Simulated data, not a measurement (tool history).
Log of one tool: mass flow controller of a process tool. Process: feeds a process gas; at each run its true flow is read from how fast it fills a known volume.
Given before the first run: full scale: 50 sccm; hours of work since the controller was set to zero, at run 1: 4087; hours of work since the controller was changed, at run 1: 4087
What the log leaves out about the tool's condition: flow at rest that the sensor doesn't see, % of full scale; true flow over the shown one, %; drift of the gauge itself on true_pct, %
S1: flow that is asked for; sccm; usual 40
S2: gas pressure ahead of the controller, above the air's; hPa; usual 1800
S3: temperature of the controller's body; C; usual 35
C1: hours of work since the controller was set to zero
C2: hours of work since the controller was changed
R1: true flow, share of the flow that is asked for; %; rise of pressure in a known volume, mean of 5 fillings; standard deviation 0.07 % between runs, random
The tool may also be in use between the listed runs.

Run 1, hour 0: usual settings; C1 4087; C2 4087. Result: R1 98.7 %.
Run 2, hour 87.3: usual settings; C1 4153; C2 4153. Result: R1 98.5 %.
Run 3, hour 294.7: usual settings but S2 1550 hPa; C1 4311; C2 4311. Result: R1 98.28 %.
Run 4, hour 415.8: usual settings; C1 4403; C2 4403. Result: R1 98.39 %.
Run 5, hour 518.6: usual settings but S1 47 sccm; C1 4481; C2 4481. Result: R1 98.42 %.
Run 6, hour 646.5: usual settings but S1 47 sccm; C1 4578; C2 4578. Result: R1 98.34 %.
Run 7, hour 803.1: usual settings but S2 1700 hPa; C1 4697; C2 4697. Result: R1 97.99 %.
Run 8, hour 944: usual settings but S2 2080 hPa; C1 4804; C2 4804. Result: R1 98.04 %.
Run 9, hour 1077: usual settings but S2 2770 hPa; C1 4905; C2 4905. Result: R1 98.16 %.
Run 10, hour 1179.9: usual settings; C1 4983; C2 4983. Result: R1 97.73 %.
Run 11, hour 1307.4: usual settings but S1 30 sccm, S2 2790 hPa, S3 39 C; C1 5079; C2 5079. Result: R1 97.36 %.
Run 12, hour 1426.3: usual settings but S1 30 sccm, S2 2250 hPa, S3 24 C; C1 5170; C2 5170. Result: R1 98.36 %.
Run 13, hour 1594.7: usual settings but S1 15 sccm, S2 1560 hPa; C1 5297; C2 5297. Result: R1 96.53 %.
Run 14, hour 1780.9: usual settings but S1 22 sccm, S2 2660 hPa; C1 5439; C2 5439. Result: R1 97 %.
Run 15, hour 1892.9: usual settings but S1 14 sccm, S2 2210 hPa, S3 37 C; C1 5524; C2 5524. Result: R1 96.3 %.
Run 16, hour 2048: usual settings but S1 45 sccm, S2 1780 hPa, S3 34 C; C1 5641; C2 5641. Result: R1 97.27 %.
Run 17, hour 2230.7: usual settings but S1 21 sccm, S2 2390 hPa, S3 39 C; C1 5780; C2 5780. Result: R1 96.1 %.
Run 18, hour 2432.3: usual settings but S1 22 sccm, S2 1690 hPa, S3 39 C; C1 5933; C2 5933. Result: R1 95.8 %.
Run 19, hour 2606.4: usual settings but S1 22 sccm, S2 1690 hPa, S3 39 C; C1 6065; C2 6065. Result: R1 95.66 %.
Run 20, hour 2793.7: usual settings but S1 22 sccm, S2 1690 hPa, S3 39 C; C1 6207; C2 6207. Result: R1 95.48 %.

Below are 5 alternative next runs, each starting from the tool's condition after run 20. Predict each:
At hour 2898.9: gauge calibrated.
Run A, hour 2967.1: usual settings but S1 17 sccm; C1 6339; C2 6339. Result: R1 ?.
At hour 2898.9: gauge calibrated.
Run B, hour 2967.1: usual settings but S1 34 sccm, S3 26 C; C1 6339; C2 6339. Result: R1 ?.
At hour 2898.9: gauge calibrated.
Run C, hour 2967.1: usual settings but S1 13 sccm; C1 6339; C2 6339. Result: R1 ?.
At hour 2898.9: gauge calibrated.
Run D, hour 2967.1: usual settings but S1 11 sccm, S2 2540 hPa, S3 27 C; C1 6339; C2 6339. Result: R1 ?.
At hour 2898.9: gauge calibrated.
Run E, hour 2967.1: usual settings but S1 6 sccm, S2 1860 hPa, S3 30 C; C1 6339; C2 6339. Result: R1 ?.

run     R1
  A  97.96
  B  99.32
  C  98.03
  D  98.76
  E  98.07
With no hidden state in the tool, these same runs would have given:
run     R1
  A  98.01
  B  99.37
  C  98.07
  D  98.81
  E  98.11

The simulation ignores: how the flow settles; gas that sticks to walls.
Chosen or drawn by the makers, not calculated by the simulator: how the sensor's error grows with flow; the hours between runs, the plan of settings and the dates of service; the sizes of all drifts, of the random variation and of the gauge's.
